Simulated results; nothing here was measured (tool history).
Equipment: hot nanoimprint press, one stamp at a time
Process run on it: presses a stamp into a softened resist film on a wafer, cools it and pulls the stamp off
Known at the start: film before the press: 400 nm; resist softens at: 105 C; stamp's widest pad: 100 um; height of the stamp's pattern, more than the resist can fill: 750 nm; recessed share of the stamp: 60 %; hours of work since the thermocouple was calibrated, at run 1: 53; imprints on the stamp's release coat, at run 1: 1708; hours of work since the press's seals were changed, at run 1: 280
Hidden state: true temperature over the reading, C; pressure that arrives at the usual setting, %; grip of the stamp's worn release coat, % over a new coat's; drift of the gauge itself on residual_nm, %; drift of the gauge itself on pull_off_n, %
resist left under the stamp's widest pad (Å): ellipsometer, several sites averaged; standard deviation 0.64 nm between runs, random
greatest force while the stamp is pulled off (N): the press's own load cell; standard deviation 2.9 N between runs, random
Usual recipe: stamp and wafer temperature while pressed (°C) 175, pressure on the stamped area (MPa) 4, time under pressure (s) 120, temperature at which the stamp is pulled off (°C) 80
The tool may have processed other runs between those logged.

run	hour	stamp and wafer temperature while pressed (°C)	pressure on the stamped area (MPa)	time under pressure (s)	temperature at which the stamp is pulled off (°C)	hours of work since the thermocouple was calibrated	imprints on the stamp's release coat	hours of work since the press's seals were changed	resist left under the stamp's widest pad (Å)	greatest force while the stamp is pulled off (N)
1	0	175	4	120	80	53	1708	280	1796	207
2	9.6	175	4	120	80	58	1725	285	1796	218
3	21.7	175	4	120	80	64	1746	292	1811	214
4	28.6	175	4	120	80	68	1758	295	1807	215
5	36.9	175	4	120	80	72	1772	300	1797	220
6	43.2	175	4	120	80	75	1783	303	1795	210
7	56.3	175	4	120	80	82	1806	310	1798	217
8	65.3	175	3.26	120	80	87	1822	315	2000	217
9	74.6	175	3.02	120	80	92	1838	320	2079	219
10	82.4	175	3.02	120	80	96	1852	324	2073	210
11	88.6	175	3.02	120	80	99	1863	327	2086	221
12	96.7	168	3.26	81	69	104	1877	331	2769	260
13	107.2	185	4	120	76	109	1895	337	1270	237
14	119.7	185	4	120	76	116	1917	343	1268	239
15	133.1	185	4	120	76	123	1940	350	1271	226
16	146.1	186	3.28	156	74	130	1963	357	1239	254

Consider 3 possible next runs. They are alternatives, not a sequence: every one starts from the tool as it was left by run 16. What does each give?
A	153.8	175	4	133	75	134	1976	361	?	?
B	153.8	168	3.4	85	80	134	1976	361	?	?
C	153.8	186	5.02	156	72	134	1976	361	?	?

run	resist left under the stamp's widest pad (Å)	greatest force while the stamp is pulled off (N)
A	1739	244
B	2707	216
C	980	269
What these runs would have given with no unlogged condition in the tool:
run	resist left under the stamp's widest pad (Å)	greatest force while the stamp is pulled off (N)
A	1723	151
B	2694	133
C	967	167
